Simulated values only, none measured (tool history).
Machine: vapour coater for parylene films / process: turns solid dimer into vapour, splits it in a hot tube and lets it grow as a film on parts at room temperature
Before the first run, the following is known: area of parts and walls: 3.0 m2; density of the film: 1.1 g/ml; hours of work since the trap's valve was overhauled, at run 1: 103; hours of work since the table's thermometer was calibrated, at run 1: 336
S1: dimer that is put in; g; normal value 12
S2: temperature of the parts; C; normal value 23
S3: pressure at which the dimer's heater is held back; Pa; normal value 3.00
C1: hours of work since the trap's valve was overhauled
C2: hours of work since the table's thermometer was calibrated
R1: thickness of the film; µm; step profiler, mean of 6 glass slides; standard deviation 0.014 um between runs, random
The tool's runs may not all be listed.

Run 1, hour 0.0: usual settings; C1 103; C2 336. Result: R1 2.49 µm.
Run 2, hour 7.2: usual settings; C1 107; C2 340. Result: R1 2.50 µm.
Run 3, hour 21.7: usual settings; C1 115; C2 348. Result: R1 2.49 µm.
Run 4, hour 33.0: usual settings; C1 122; C2 355. Result: R1 2.47 µm.
Run 5, hour 45.6: usual settings but S2 20 C; C1 129; C2 362. Result: R1 2.75 µm.
Run 6, hour 55.1: usual settings but S2 20 C; C1 134; C2 368. Result: R1 2.77 µm.
Run 7, hour 69.8: usual settings but S2 20 C; C1 143; C2 376. Result: R1 2.76 µm.
Run 8, hour 85.5: usual settings but S2 20 C; C1 152; C2 385. Result: R1 2.73 µm.
Run 9, hour 97.4: usual settings but S2 20 C; C1 159; C2 392. Result: R1 2.74 µm.
Run 10, hour 111.0: usual settings but S2 20 C; C1 166; C2 400. Result: R1 2.74 µm.
Run 11, hour 119.5: usual settings but S2 20 C; C1 171; C2 404. Result: R1 2.74 µm.
Run 12, hour 132.3: usual settings but S3 8.01 Pa; C1 179; C2 412. Result: R1 2.26 µm.
Run 13, hour 146.2: usual settings but S3 8.01 Pa; C1 187; C2 420. Result: R1 2.27 µm.
Run 14, hour 155.9: usual settings but S3 8.01 Pa; C1 192; C2 425. Result: R1 2.24 µm.
Run 15, hour 164.6: usual settings but S3 8.01 Pa; C1 197; C2 430. Result: R1 2.26 µm.
Run 16, hour 176.6: usual settings but S3 8.01 Pa; C1 204; C2 437. Result: R1 2.26 µm.
Run 17, hour 187.0: usual settings but S3 8.01 Pa; C1 210; C2 443. Result: R1 2.26 µm.
Run 18, hour 193.8: usual settings but S3 8.01 Pa; C1 214; C2 447. Result: R1 2.25 µm.
At hour 199.2: trap's valve overhauled.
Run 19, hour 207.9: usual settings but S3 8.01 Pa; C1 5; C2 453. Result: R1 2.21 µm.
Run 20, hour 215.6: usual settings but S2 20 C; C1 9; C2 457. Result: R1 2.69 µm.
Run 21, hour 227.5: usual settings but S2 20 C; C1 16; C2 464. Result: R1 2.65 µm.
Run 22, hour 238.3: usual settings but S1 11 g; C1 22; C2 470. Result: R1 2.19 µm.
Run 23, hour 252.4: usual settings but S1 11 g; C1 30; C2 478. Result: R1 2.20 µm.
Run 24, hour 267.7: usual settings but S2 18 C; C1 39; C2 487. Result: R1 2.84 µm.
Run 25, hour 279.6: usual settings but S1 11 g, S2 17 C, S3 5.13 Pa; C1 46; C2 494. Result: R1 2.60 µm.
At hour 291.1: trap's valve overhauled, once more.
Run 26, hour 300.1: usual settings but S1 5 g, S2 18 C, S3 5.13 Pa; C1 5; C2 503. Result: R1 1.20 µm.
Run 27, hour 309.4: usual settings but S1 11 g, S2 25 C; C1 11; C2 509. Result: R1 2.15 µm.
Run 28, hour 325.6: usual settings but S3 2.67 Pa; C1 20; C2 518. Result: R1 2.55 µm.
Run 29, hour 334.6: usual settings but S3 2.67 Pa; C1 25; C2 523. Result: R1 2.52 µm.
Run 30, hour 350.7: usual settings but S3 2.67 Pa; C1 34; C2 532. Result: R1 2.56 µm.
Run 31, hour 359.3: usual settings but S3 2.67 Pa; C1 39; C2 537. Result: R1 2.54 µm.
Run 32, hour 367.9: usual settings but S1 14 g, S2 20 C, S3 3.96 Pa; C1 44; C2 542. Result: R1 3.19 µm.
Run 33, hour 381.9: usual settings but S1 14 g, S2 20 C, S3 3.96 Pa; C1 52; C2 550. Result: R1 3.22 µm.
Run 34, hour 393.4: usual settings but S2 19 C, S3 7.12 Pa; C1 59; C2 557. Result: R1 2.71 µm.
Run 35, hour 409.1: usual settings but S1 11 g, S2 19 C, S3 10.62 Pa; C1 68; C2 566. Result: R1 2.40 µm.
Run 36, hour 424.2: usual settings but S1 13 g, S2 15 C, S3 3.22 Pa; C1 76; C2 574. Result: R1 3.56 µm.
Run 37, hour 438.4: usual settings but S2 17 C, S3 2.15 Pa; C1 84; C2 582. Result: R1 3.18 µm.
Run 38, hour 450.7: usual settings but S1 13 g, S3 10.16 Pa; C1 91; C2 589. Result: R1 2.44 µm.
Run 39, hour 461.0: usual settings but S2 27 C, S3 4.43 Pa; C1 97; C2 595. Result: R1 2.09 µm.
Run 40, hour 470.9: usual settings but S1 10 g, S2 19 C, S3 7.58 Pa; C1 103; C2 601. Result: R1 2.23 µm.
Run 41, hour 482.8: usual settings but S1 10 g, S2 19 C, S3 7.58 Pa; C1 110; C2 608. Result: R1 2.22 µm.
Run 42, hour 493.3: usual settings but S2 28 C; C1 116; C2 614. Result: R1 2.05 µm.
Run 43, hour 505.9: usual settings but S2 28 C; C1 123; C2 621. Result: R1 2.06 µm.
Run 44, hour 515.2: usual settings but S1 7 g, S2 34 C, S3 4.56 Pa; C1 128; C2 626. Result: R1 0.94 µm.
Run 45, hour 528.7: usual settings but S1 7 g, S2 34 C, S3 4.56 Pa; C1 136; C2 634. Result: R1 0.95 µm.
Run 46, hour 539.4: usual settings but S1 8 g, S2 22 C, S3 2.83 Pa; C1 142; C2 640. Result: R1 1.71 µm.
Run 47, hour 549.2: usual settings but S1 6 g, S2 15 C, S3 7.89 Pa; C1 148; C2 646. Result: R1 1.52 µm.
Run 48, hour 565.4: usual settings but S1 11 g, S3 3.70 Pa; C1 157; C2 655. Result: R1 2.21 µm.

3 ways to go on from here, each from the tool as it stands after run 48. What would each give?
Run A, hour 576.9: usual settings but S1 7 g, S3 3.70 Pa; C1 164; C2 662. Result: R1 ?.
Run B, hour 576.9: usual settings but S1 6 g, S3 10.86 Pa; C1 164; C2 662. Result: R1 ?.
Run C, hour 576.9: usual settings but S1 8 g, S3 3.21 Pa; C1 164; C2 662. Result: R1 ?.

run    R1
  A  1.43
  B  1.09
  C  1.61
With no hidden state in the tool, these same runs would have given:
run    R1
  A  1.49
  B  1.14
  C  1.68

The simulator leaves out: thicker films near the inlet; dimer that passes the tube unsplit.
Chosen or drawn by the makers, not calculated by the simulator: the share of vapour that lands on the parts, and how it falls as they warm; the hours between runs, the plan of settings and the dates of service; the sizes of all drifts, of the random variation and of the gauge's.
